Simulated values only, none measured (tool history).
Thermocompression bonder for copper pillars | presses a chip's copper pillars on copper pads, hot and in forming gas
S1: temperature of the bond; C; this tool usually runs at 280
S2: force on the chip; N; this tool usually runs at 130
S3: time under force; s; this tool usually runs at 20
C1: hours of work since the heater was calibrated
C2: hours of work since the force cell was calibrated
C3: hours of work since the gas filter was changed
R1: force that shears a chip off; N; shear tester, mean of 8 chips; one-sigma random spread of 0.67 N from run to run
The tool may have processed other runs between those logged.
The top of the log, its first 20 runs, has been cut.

run,hour,S1,S2,S3,C1,C2,C3,R1
21,370.7,276,130,20,650,269,196,38.2
22,382.3,282,161,15,656,274,202,43.8
23,407.2,282,161,15,668,286,214,43.3
24,425.4,296,161,35,676,294,222,67.2
25,443.4,296,184,35,685,303,231,71.2
26,462.8,285,184,35,694,312,240,64
27,484.4,285,184,35,704,322,250,65
28,498.6,285,184,35,711,329,257,64.5
29,523.5,285,184,35,723,341,269,64
30,536.8,280,130,56,729,347,275,57.8
31,551.1,252,130,19,736,354,282,24.4
32,571.5,252,130,19,745,363,291,24.3
33,583.4,298,136,37,751,369,297,63.1
34,595.2,259,136,56,756,375,302,44.4
35,615.2,279,81,20,766,384,312,26.1
36,634.5,308,130,25,775,393,321,58.8

What does the tool deliver on the next run?
37,650.4,308,130,25,783,401,328,?

Run 37 measured R1 60.4 N.
On a tool with no hidden condition, and with the same random variation, this run would have come out at R1 67.3 N.
